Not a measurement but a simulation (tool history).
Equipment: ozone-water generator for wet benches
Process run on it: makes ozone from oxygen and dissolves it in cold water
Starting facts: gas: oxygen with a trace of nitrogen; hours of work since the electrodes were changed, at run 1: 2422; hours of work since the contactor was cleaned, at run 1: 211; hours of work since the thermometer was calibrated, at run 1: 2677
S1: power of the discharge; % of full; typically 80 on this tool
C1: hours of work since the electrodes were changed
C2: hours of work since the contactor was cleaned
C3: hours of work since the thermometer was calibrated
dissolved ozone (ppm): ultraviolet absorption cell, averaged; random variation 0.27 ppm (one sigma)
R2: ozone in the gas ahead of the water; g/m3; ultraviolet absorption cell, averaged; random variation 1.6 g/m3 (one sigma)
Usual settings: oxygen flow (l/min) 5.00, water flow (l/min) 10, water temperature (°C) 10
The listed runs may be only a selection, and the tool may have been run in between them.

Run 1, hour 0.0: usual settings; C1 2422; C2 211; C3 2677. Result: dissolved ozone (ppm) 40.7, R2 298.9 g/m3.
Run 2, hour 86.0: usual settings but S1 60 % of full; C1 2499; C2 288; C3 2754. Result: dissolved ozone (ppm) 31.4, R2 231.1 g/m3.
Run 3, hour 149.1: usual settings but S1 60 % of full; C1 2555; C2 345; C3 2810. Result: dissolved ozone (ppm) 31.4, R2 231.6 g/m3.
Run 4, hour 196.7: usual settings; C1 2598; C2 387; C3 2853. Result: dissolved ozone (ppm) 40.9, R2 298.3 g/m3.
Run 5, hour 282.4: usual settings; C1 2675; C2 464; C3 2930. Result: dissolved ozone (ppm) 40.6, R2 299.3 g/m3.
Run 6, hour 326.7: usual settings but S1 55 % of full; C1 2714; C2 504; C3 2969. Result: dissolved ozone (ppm) 29.1, R2 212.8 g/m3.
Run 7, hour 420.1: usual settings but S1 55 % of full; C1 2798; C2 587; C3 3053. Result: dissolved ozone (ppm) 29.3, R2 211.8 g/m3.
Run 8, hour 503.3: usual settings but S1 55 % of full; C1 2872; C2 662; C3 3127. Result: dissolved ozone (ppm) 28.6, R2 213.0 g/m3.
Run 9, hour 557.1: usual settings but S1 55 % of full; C1 2920; C2 710; C3 3175. Result: dissolved ozone (ppm) 29.2, R2 210.6 g/m3.
Run 10, hour 648.4: usual settings but S1 55 % of full; C1 3002; C2 791; C3 3257. Result: dissolved ozone (ppm) 28.9, R2 212.3 g/m3.
Run 11, hour 712.9: usual settings but S1 55 % of full; C1 3060; C2 849; C3 3315. Result: dissolved ozone (ppm) 28.9, R2 211.2 g/m3.
Run 12, hour 755.3: usual settings; C1 3098; C2 887; C3 3353. Result: dissolved ozone (ppm) 40.7, R2 302.9 g/m3.
Run 13, hour 810.2: usual settings; C1 3147; C2 936; C3 3402. Result: dissolved ozone (ppm) 41.2, R2 298.6 g/m3.
Run 14, hour 880.8: usual settings; C1 3210; C2 999; C3 3465. Result: dissolved ozone (ppm) 41.2, R2 300.3 g/m3.
Run 15, hour 970.7: usual settings but S1 56 % of full, oxygen flow (l/min) 4.18, water flow (l/min) 8, water temperature (°C) 5; C1 3290; C2 1080; C3 3545. Result: dissolved ozone (ppm) 38.6, R2 243.8 g/m3.
Run 16, hour 1066.9: usual settings but S1 56 % of full, oxygen flow (l/min) 4.18, water flow (l/min) 8, water temperature (°C) 5; C1 3376; C2 1166; C3 3631. Result: dissolved ozone (ppm) 38.6, R2 243.2 g/m3.
Run 17, hour 1152.7: usual settings but S1 84 % of full, oxygen flow (l/min) 4.18, water flow (l/min) 9, water temperature (°C) 5; C1 3453; C2 1242; C3 3708. Result: dissolved ozone (ppm) 51.6, R2 350.7 g/m3.
Run 18, hour 1195.9: usual settings but S1 84 % of full, oxygen flow (l/min) 3.95, water flow (l/min) 7, water temperature (°C) 5; C1 3492; C2 1281; C3 3747. Result: dissolved ozone (ppm) 61.9, R2 365.4 g/m3.
Run 19, hour 1289.9: usual settings but S1 84 % of full, oxygen flow (l/min) 3.11, water flow (l/min) 8, water temperature (°C) 5; C1 3576; C2 1365; C3 3831. Result: dissolved ozone (ppm) 58.4, R2 429.8 g/m3.
Run 20, hour 1336.8: usual settings but S1 84 % of full, oxygen flow (l/min) 3.11, water flow (l/min) 8, water temperature (°C) 5; C1 3618; C2 1407; C3 3873. Result: dissolved ozone (ppm) 58.1, R2 431.2 g/m3.
Run 21, hour 1438.5: usual settings but S1 84 % of full, oxygen flow (l/min) 3.12, water flow (l/min) 8, water temperature (°C) 6; C1 3709; C2 1498; C3 3964. Result: dissolved ozone (ppm) 56.5, R2 429.4 g/m3.
Run 22, hour 1498.0: usual settings but S1 84 % of full, oxygen flow (l/min) 5.75, water flow (l/min) 9, water temperature (°C) 6; C1 3762; C2 1551; C3 4017. Result: dissolved ozone (ppm) 47.0, R2 284.9 g/m3.
Run 23, hour 1548.7: usual settings but S1 84 % of full, oxygen flow (l/min) 5.75, water flow (l/min) 9, water temperature (°C) 6; C1 3807; C2 1597; C3 4062. Result: dissolved ozone (ppm) 47.6, R2 287.9 g/m3.

Run 24 is up next; what results do you expect?
Run 24, hour 1607.2: usual settings but oxygen flow (l/min) 3.42, water flow (l/min) 6, water temperature (°C) 7; C1 3860; C2 1649; C3 4115. Result: dissolved ozone (ppm) ?, R2 ?.

dissolved ozone (ppm): 65.2
R2: 389.2 g/m3
Were there no unlogged condition in the tool, this run, its random variation unchanged, would have produced dissolved ozone (ppm) 65.3, R2 389.7 g/m3.
